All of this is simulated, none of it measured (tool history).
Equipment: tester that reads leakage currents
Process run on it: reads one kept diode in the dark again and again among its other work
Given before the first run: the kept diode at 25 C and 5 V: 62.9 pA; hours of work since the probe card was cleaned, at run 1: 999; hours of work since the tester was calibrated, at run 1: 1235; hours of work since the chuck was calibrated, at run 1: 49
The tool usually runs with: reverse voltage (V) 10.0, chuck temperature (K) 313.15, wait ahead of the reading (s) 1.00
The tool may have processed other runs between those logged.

| run | hour | reverse voltage (V) | chuck temperature (K) | wait ahead of the reading (s) | hours of work since the probe card was cleaned | hours of work since the tester was calibrated | hours of work since the chuck was calibrated | current that the tester gives (pA) |
|---|---|---|---|---|---|---|---|---|
| 1 | 0.0 | 10.0 | 313.15 | 1.00 | 999 | 1235 | 49 | 321.75 |
| 2 | 28.0 | 10.0 | 293.15 | 1.00 | 1022 | 1257 | 71 | 69.82 |
| 3 | 61.2 | 10.0 | 293.15 | 1.00 | 1048 | 1283 | 98 | 70.19 |
| 4 | 100.2 | 10.0 | 293.15 | 1.00 | 1079 | 1315 | 129 | 70.27 |
| 5 | 133.7 | 10.0 | 293.15 | 1.00 | 1106 | 1341 | 155 | 70.08 |
| 6 | 179.3 | 10.0 | 293.15 | 1.00 | 1142 | 1378 | 192 | 70.40 |
| 7 | 203.6 | 10.0 | 313.15 | 1.00 | 1162 | 1397 | 211 | 322.59 |
| 8 | 254.7 | 10.0 | 313.15 | 9.86 | 1202 | 1438 | 252 | 319.84 |
| 9 | 293.1 | 10.0 | 313.15 | 9.86 | 1233 | 1468 | 283 | 316.30 |
| 10 | 329.2 | 10.0 | 313.15 | 9.86 | 1262 | 1497 | 311 | 318.02 |
| 11 | 361.5 | 10.0 | 315.15 | 1.00 | 1288 | 1523 | 337 | 371.70 |
| 12 | 403.7 | 10.0 | 306.15 | 1.00 | 1321 | 1556 | 371 | 186.66 |
| 13 | 451.2 | 10.0 | 324.15 | 1.00 | 1359 | 1594 | 409 | 725.55 |
| 14 | 501.6 | 10.0 | 313.15 | 1.00 | 1399 | 1635 | 449 | 320.32 |
| 15 | 554.7 | 1.4 | 297.15 | 1.00 | 1442 | 1677 | 491 | 32.59 |
| 16 | 580.5 | 2.6 | 313.15 | 1.24 | 1462 | 1697 | 512 | 161.86 |
| 17 | 633.8 | 2.6 | 313.15 | 1.24 | 1505 | 1740 | 554 | 160.91 |
| 18 | 666.5 | 1.2 | 316.15 | 1.31 | 1531 | 1766 | 580 | 139.41 |
| 19 | 710.2 | 13.4 | 330.15 | 3.50 | 1566 | 1801 | 615 | 1281.14 |
| 20 | 761.6 | 5.6 | 309.15 | 1.32 | 1607 | 1842 | 656 | 173.28 |
|  | 797.6 | chuck's temperature calibrated |
| 21 | 818.0 | 5.6 | 309.15 | 1.32 | 1650 | 1885 | 16 | 179.11 |
| 22 | 855.8 | 10.0 | 319.15 | 0.38 | 1680 | 1915 | 46 | 519.94 |
| 23 | 905.3 | 16.3 | 294.15 | 0.35 | 1719 | 1955 | 86 | 120.69 |
| 24 | 959.5 | 6.5 | 313.15 | 1.00 | 1763 | 1998 | 129 | 263.52 |
| 25 | 999.4 | 6.5 | 316.15 | 0.36 | 1794 | 2030 | 161 | 332.28 |
| 26 | 1043.1 | 6.5 | 316.15 | 0.36 | 1829 | 2065 | 196 | 332.27 |
| 27 | 1068.4 | 10.0 | 313.15 | 0.32 | 1850 | 2085 | 216 | 335.07 |

5 ways to go on from here, each from the tool as it stands after run 27. What would each give?
| A | 1109.8 | 10.0 | 294.15 | 1.19 | 1883 | 2118 | 249 | ? |
| B | 1109.8 | 8.5 | 313.15 | 3.00 | 1883 | 2118 | 249 | ? |
| C | 1109.8 | 12.4 | 313.15 | 3.01 | 1883 | 2118 | 249 | ? |
| D | 1109.8 | 9.7 | 300.15 | 1.49 | 1883 | 2118 | 249 | ? |
| E | 1109.8 | 10.0 | 298.15 | 0.39 | 1883 | 2118 | 249 | ? |

| run | current that the tester gives (pA) |
|---|---|
| A | 83.42 |
| B | 299.34 |
| C | 362.60 |
| D | 122.40 |
| E | 113.14 |
Had the tool no hidden state, the same runs would have come out as:
| run | current that the tester gives (pA) |
|---|---|
| A | 63.87 |
| B | 288.92 |
| C | 345.46 |
| D | 104.71 |
| E | 94.44 |
